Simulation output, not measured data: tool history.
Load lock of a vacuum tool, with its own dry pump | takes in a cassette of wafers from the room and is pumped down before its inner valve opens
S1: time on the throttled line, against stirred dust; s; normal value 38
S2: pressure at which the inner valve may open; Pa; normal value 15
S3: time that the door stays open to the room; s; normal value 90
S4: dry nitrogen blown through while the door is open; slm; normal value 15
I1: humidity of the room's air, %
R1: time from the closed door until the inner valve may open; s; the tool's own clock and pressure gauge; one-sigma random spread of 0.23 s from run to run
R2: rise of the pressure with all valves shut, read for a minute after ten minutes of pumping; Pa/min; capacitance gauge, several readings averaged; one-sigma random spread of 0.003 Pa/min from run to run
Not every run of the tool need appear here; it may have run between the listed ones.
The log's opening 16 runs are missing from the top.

Run 17, hour 6574.9: usual settings but S2 23 Pa; I1 43.3. Result: R1 61.8 s, R2 0.028 Pa/min.
Run 18, hour 6936.3: usual settings but S2 23 Pa; I1 47.5. Result: R1 61.9 s, R2 0.028 Pa/min.
Run 19, hour 7234: usual settings but S1 32 s, S2 19 Pa, S3 93 s, S4 11 slm; I1 45.4. Result: R1 58.1 s, R2 0.029 Pa/min.
Run 20, hour 7753.3: usual settings but S1 28 s, S2 20 Pa, S3 30 s, S4 28 slm; I1 47.4. Result: R1 54.2 s, R2 0.01 Pa/min.
Run 21, hour 8226: usual settings but S2 14 Pa; I1 46. Result: R1 63.8 s, R2 0.026 Pa/min.
Run 22, hour 8581.2: usual settings but S2 14 Pa; I1 39.9. Result: R1 63.3 s, R2 0.026 Pa/min.
Run 23, hour 8827.9: usual settings but S1 24 s, S2 13 Pa, S3 26 s, S4 26 slm; I1 43.1. Result: R1 52.8 s, R2 0.016 Pa/min.
Run 24, hour 9243.7: usual settings but S1 24 s, S2 13 Pa, S3 26 s, S4 26 slm; I1 44.3. Result: R1 52.8 s, R2 0.022 Pa/min.
Run 25, hour 9654: usual settings but S1 24 s, S2 13 Pa, S3 26 s, S4 26 slm; I1 42.5. Result: R1 52.9 s, R2 0.012 Pa/min.
Run 26, hour 10084.8: usual settings but S1 24 s, S2 20 Pa, S3 29 s; I1 46. Result: R1 51.5 s, R2 0.012 Pa/min.
Run 27, hour 10494.8: usual settings but S1 24 s, S2 20 Pa, S3 29 s; I1 43. Result: R1 51.2 s, R2 0.014 Pa/min.
Run 28, hour 10790.8: usual settings but S1 24 s, S2 20 Pa, S3 29 s; I1 42.6. Result: R1 51.5 s, R2 0.016 Pa/min.
Run 29, hour 11285.5: usual settings but S1 59 s, S3 209 s; I1 45.5. Result: R1 80.4 s, R2 0.042 Pa/min.
Run 30, hour 11609.3: usual settings but S1 59 s, S3 209 s; I1 45.5. Result: R1 80 s, R2 0.037 Pa/min.
Run 31, hour 11922.7: usual settings but S3 207 s, S4 10 slm; I1 44.8. Result: R1 63.3 s, R2 0.048 Pa/min.
Run 32, hour 12146.6: usual settings but S2 16 Pa; I1 47.2. Result: R1 63.2 s, R2 0.025 Pa/min.
Run 33, hour 12662.3: usual settings but S2 16 Pa; I1 43.5. Result: R1 63.3 s, R2 0.026 Pa/min.
At hour 12875.1: door's seal changed, seat wiped.
Run 34, hour 12949.5: usual settings but S1 60 s, S2 12 Pa, S3 97 s, S4 43 slm; I1 43.5. Result: R1 82.3 s, R2 0.016 Pa/min.

Forecast each of these 5 alternatives for the next run:
Run A, hour 13247.1: usual settings but S1 20 s, S2 12 Pa, S3 59 s, S4 22 slm; I1 43. Result: R1 ?, R2 ?.
Run B, hour 13247.1: usual settings but S2 13 Pa; I1 50.6. Result: R1 ?, R2 ?.
Run C, hour 13247.1: usual settings but S1 30 s, S2 12 Pa, S3 97 s, S4 43 slm; I1 44.6. Result: R1 ?, R2 ?.
Run D, hour 13247.1: usual settings but S1 62 s, S3 29 s; I1 43.7. Result: R1 ?, R2 ?.
Run E, hour 13247.1: usual settings but S1 60 s, S2 13 Pa, S3 134 s, S4 43 slm; I1 44.2. Result: R1 ?, R2 ?.

run    R1     R2
  A  50.3  0.019
  B  64.3   0.03
  C  58.3  0.015
  D    83  0.016
  E  81.7  0.022
Stripped of hidden state, with their random variation kept, the same runs would have yielded:
run    R1     R2
  A  50.3  0.019
  B  64.3   0.03
  C  58.3  0.015
  D    83  0.016
  E  81.7  0.022
